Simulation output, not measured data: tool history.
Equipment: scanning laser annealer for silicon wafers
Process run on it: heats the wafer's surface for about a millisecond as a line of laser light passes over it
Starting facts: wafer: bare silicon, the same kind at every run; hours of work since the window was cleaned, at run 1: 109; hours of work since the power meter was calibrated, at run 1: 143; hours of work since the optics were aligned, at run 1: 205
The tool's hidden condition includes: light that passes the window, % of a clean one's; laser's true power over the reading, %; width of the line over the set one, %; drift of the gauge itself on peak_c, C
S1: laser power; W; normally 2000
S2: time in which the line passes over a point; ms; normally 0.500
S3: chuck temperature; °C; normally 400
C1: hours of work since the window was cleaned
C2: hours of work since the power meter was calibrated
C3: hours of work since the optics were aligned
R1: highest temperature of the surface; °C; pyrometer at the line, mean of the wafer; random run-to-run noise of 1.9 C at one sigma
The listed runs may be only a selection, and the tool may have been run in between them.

run 1 day=0.000 | S1=2000 S2=0.500 S3=400 | C1=109 C2=143 C3=205 | R1=1226
run 2 day=0.362 | S1=2000 S2=0.500 S3=435 | C1=114 C2=148 C3=210 | R1=1262
run 3 day=0.779 | S1=2000 S2=0.500 S3=435 | C1=120 C2=154 C3=216 | R1=1259
run 4 day=1.038 | S1=2000 S2=0.500 S3=400 | C1=123 C2=158 C3=220 | R1=1227
run 5 day=1.233 | S1=2000 S2=0.500 S3=400 | C1=126 C2=161 C3=223 | R1=1223
run 6 day=1.533 | S1=2000 S2=0.500 S3=400 | C1=130 C2=165 C3=227 | R1=1223
run 7 day=1.750 | S1=2000 S2=0.500 S3=400 | C1=134 C2=168 C3=230 | R1=1228
run 8 day=2.212 | S1=2000 S2=0.500 S3=400 | C1=140 C2=175 C3=237 | R1=1223
run 9 day=2.558 | S1=2000 S2=0.500 S3=382 | C1=145 C2=179 C3=242 | R1=1207
run 10 day=2.921 | S1=1817 S2=0.500 S3=382 | C1=150 C2=185 C3=247 | R1=1125
run 11 day=3.188 | S1=1817 S2=0.500 S3=382 | C1=154 C2=188 C3=251 | R1=1122
run 12 day=3.525 | S1=1817 S2=0.500 S3=382 | C1=159 C2=193 C3=255 | R1=1124
run 13 day=3.875 | S1=1919 S2=0.500 S3=400 | C1=164 C2=198 C3=260 | R1=1190
run 14 day=4.104 | S1=1919 S2=0.500 S3=400 | C1=167 C2=202 C3=264 | R1=1187
run 15 day=4.329 | S1=2000 S2=0.500 S3=400 | C1=170 C2=205 C3=267 | R1=1225
run 16 day=4.738 | S1=2173 S2=0.370 S3=361 | C1=176 C2=211 C3=273 | R1=1155
run 17 day=4.925 | S1=2027 S2=0.500 S3=408 | C1=179 C2=213 C3=275 | R1=1243
run 18 day=5.350 | S1=1814 S2=0.469 S3=440 | C1=185 C2=219 C3=282 | R1=1164
run 19 day=5.808 | S1=1814 S2=0.590 S3=412 | C1=192 C2=226 C3=288 | R1=1207
run 20 day=6.179 | S1=1814 S2=0.590 S3=412 | C1=197 C2=231 C3=293 | R1=1210
run 21 day=6.504 | S1=2000 S2=0.500 S3=430 | C1=202 C2=236 C3=298 | R1=1254
run 22 day=6.750 | S1=1813 S2=0.503 S3=415 | C1=205 C2=239 C3=302 | R1=1157
run 23 day=7.054 | S1=1813 S2=0.503 S3=415 | C1=209 C2=244 C3=306 | R1=1158
run 24 day=7.425 | S1=1813 S2=0.503 S3=415 | C1=215 C2=249 C3=311 | R1=1160
run 25 day=7.762 | S1=1815 S2=0.369 S3=410 | C1=220 C2=254 C3=316 | R1=1060
run 26 day=8.075 | S1=2000 S2=0.392 S3=371 | C1=224 C2=258 C3=320 | R1=1110
run 27 day=8.308 | S1=2000 S2=0.392 S3=371 | C1=227 C2=262 C3=324 | R1=1114
run 28 day=8.625 | S1=2063 S2=0.367 S3=403 | C1=232 C2=266 C3=328 | R1=1149
run 29 day=8.925 | S1=2063 S2=0.399 S3=369 | C1=236 C2=271 C3=333 | R1=1141
run 30 day=9.133 | S1=2016 S2=0.399 S3=392 | C1=239 C2=274 C3=336 | R1=1149

Here are 4 independent what-if runs from the current tool condition. What would each one return?
run A day=9.579 | S1=1863 S2=0.614 S3=382 | C1=246 C2=280 C3=342 | R1=?
run B day=9.579 | S1=1755 S2=0.454 S3=400 | C1=246 C2=280 C3=342 | R1=?
run C day=9.579 | S1=2016 S2=0.399 S3=439 | C1=246 C2=280 C3=342 | R1=?
run D day=9.579 | S1=2000 S2=0.401 S3=400 | C1=246 C2=280 C3=342 | R1=?

run=A R1=1215
run=B R1=1088
run=C R1=1198
run=D R1=1149
With no hidden state in the tool, these same runs would have given:
run=A R1=1215
run=B R1=1089
run=C R1=1198
run=D R1=1149

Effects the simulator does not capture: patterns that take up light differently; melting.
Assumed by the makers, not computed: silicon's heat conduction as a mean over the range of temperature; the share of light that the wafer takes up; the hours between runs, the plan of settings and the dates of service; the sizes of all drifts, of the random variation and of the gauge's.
